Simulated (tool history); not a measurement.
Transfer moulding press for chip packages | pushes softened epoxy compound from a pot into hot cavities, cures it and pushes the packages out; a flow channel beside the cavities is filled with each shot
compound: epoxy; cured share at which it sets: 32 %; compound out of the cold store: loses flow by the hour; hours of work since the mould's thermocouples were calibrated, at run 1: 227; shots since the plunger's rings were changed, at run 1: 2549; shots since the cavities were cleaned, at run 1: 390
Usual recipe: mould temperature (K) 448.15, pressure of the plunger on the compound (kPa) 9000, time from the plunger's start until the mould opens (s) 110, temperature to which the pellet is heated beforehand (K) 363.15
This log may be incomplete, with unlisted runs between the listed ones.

run   hour  mould temperature (K)  pressure of the plunger on the compound (kPa)  time from the plunger's start until the mould opens (s)  temperature to which the pellet is heated beforehand (K)  hours of work since the mould's thermocouples were calibrated  shots since the plunger's rings were changed  shots since the cavities were cleaned  incoming compound's hours out of the cold store  length that the compound runs in the flow channel (mm)  greatest force on the pins that push the packages out (N)
  1    0.0                 448.15                                           9000                                                      110                                                    363.15                                                            227                                          2549                                    390                                             32.0                                                     739                                                        535
       7.8  -- plunger's sealing rings changed
       9.3  -- cavities cleaned with cleaning compound and waxed
  2   15.5                 448.15                                           9000                                                      110                                                    363.15                                                            236                                            86                                     86                                             38.3                                                     754                                                        469
  3   26.7                 448.15                                           9000                                                      110                                                    363.15                                                            245                                           242                                    242                                             14.3                                                     855                                                        517
  4   35.0                 448.15                                           9000                                                      110                                                    363.15                                                            251                                           357                                    357                                             21.5                                                     818                                                        542
      44.0  -- cavities cleaned with cleaning compound and waxed
  5   47.4                 448.15                                           9000                                                      110                                                    363.15                                                            259                                           509                                     47                                             28.3                                                     791                                                        435
  6   53.1                 448.15                                           9000                                                      110                                                    363.15                                                            264                                           588                                    126                                             26.4                                                     795                                                        495
  7   61.9                 455.15                                           9000                                                      110                                                    363.15                                                            270                                           710                                    248                                             26.9                                                     778                                                        429
  8   71.5                 455.15                                           9000                                                      110                                                    363.15                                                            278                                           844                                    382                                             44.9                                                     694                                                        466
      78.8  -- cavities cleaned with cleaning compound and waxed
  9   81.0                 448.15                                           9000                                                      110                                                    363.15                                                            284                                           954                                     29                                             14.8                                                     842                                                        456
 10   86.2                 448.15                                           9000                                                      110                                                    363.15                                                            288                                          1027                                    102                                             30.7                                                     770                                                        478
 11   91.9                 448.15                                           9000                                                      110                                                    363.15                                                            292                                          1107                                    182                                             32.2                                                     764                                                        488
 12  103.6                 448.15                                           9000                                                      110                                                    355.15                                                            301                                          1269                                    344                                             16.4                                                     830                                                        563
     113.1  -- cavities cleaned with cleaning compound and waxed
 13  116.7                 448.15                                           9000                                                      110                                                    363.15                                                            310                                          1429                                     49                                             16.0                                                     828                                                        480
 14  122.7                 454.15                                           9000                                                      110                                                    363.15                                                            315                                          1514                                    134                                             30.3                                                     745                                                        390
 15  130.1                 451.15                                          10420                                                       91                                                    362.15                                                            320                                          1617                                    237                                             14.9                                                     884                                                        642
 16  140.2                 449.15                                           7940                                                      128                                                    372.15                                                            328                                          1756                                    376                                             21.9                                                     742                                                        457
     147.5  -- cavities cleaned with cleaning compound and waxed
 17  149.5                 448.15                                           7470                                                      110                                                    369.15                                                            334                                          1865                                     27                                             39.9                                                     656                                                        434
 18  157.6                 447.15                                           8410                                                      104                                                    362.15                                                            340                                          1978                                    140                                             15.2                                                     798                                                        560
 19  163.3                 447.15                                           8410                                                      104                                                    362.15                                                            345                                          2057                                    219                                             26.3                                                     750                                                        590
 20  171.3                 447.15                                           8410                                                      106                                                    362.15                                                            351                                          2168                                    330                                             22.8                                                     755                                                        586
 21  179.4                 448.15                                          10760                                                      110                                                    369.15                                                            357                                          2281                                    443                                             34.6                                                     806                                                        551
     181.8  -- cavities cleaned with cleaning compound and waxed
 22  189.7                 448.15                                          10760                                                      110                                                    369.15                                                            364                                          2402                                    109                                             30.3                                                     815                                                        497
 23  198.1                 448.15                                          10760                                                      110                                                    369.15                                                            370                                          2519                                    226                                             21.0                                                     860                                                        511
 24  204.9                 442.15                                           7220                                                      110                                                    366.15                                                            375                                          2614                                    321                                             32.1                                                     674                                                        795
     208.0  -- plunger's sealing rings changed
     219.2  -- cavities cleaned with cleaning compound and waxed
 25  219.9                 448.15                                           9000                                                      145                                                    367.15                                                            384                                           144                                     10                                             44.4                                                     725                                                        352
 26  227.1                 448.15                                           9000                                                      145                                                    371.15                                                            389                                           244                                    110                                             42.8                                                     722                                                        395
 27  234.5                 455.15                                           8720                                                       95                                                    358.15                                                            395                                           347                                    213                                             24.8                                                     771                                                        479
 28  239.9                 448.15                                           8940                                                      110                                                    354.15                                                            399                                           422                                    288                                             34.8                                                     760                                                        529

Branching from run 28: 4 alternative next runs. What would each branch give?
  A  246.2                 447.15                                           9000                                                      142                                                    357.15                                                            404                                           509                                    375                                              8.8                                                       ?                                                          ?
  B  246.2                 448.15                                          10000                                                      110                                                    354.15                                                            404                                           509                                    375                                             20.9                                                       ?                                                          ?
  C  246.2                 451.15                                           9000                                                      111                                                    363.15                                                            404                                           509                                    375                                             19.3                                                       ?                                                          ?
  D  246.2                 448.15                                           8940                                                      110                                                    355.15                                                            404                                           509                                    375                                             33.5                                                       ?                                                          ?

run  length that the compound runs in the flow channel (mm)  greatest force on the pins that push the packages out (N)
  A                                                     874                                                        449
  B                                                     871                                                        546
  C                                                     812                                                        496
  D                                                     761                                                        559
Without the tool's unlogged condition, the same runs would have read:
run  length that the compound runs in the flow channel (mm)  greatest force on the pins that push the packages out (N)
  A                                                     885                                                        357
  B                                                     882                                                        443
  C                                                     823                                                        397
  D                                                     771                                                        453
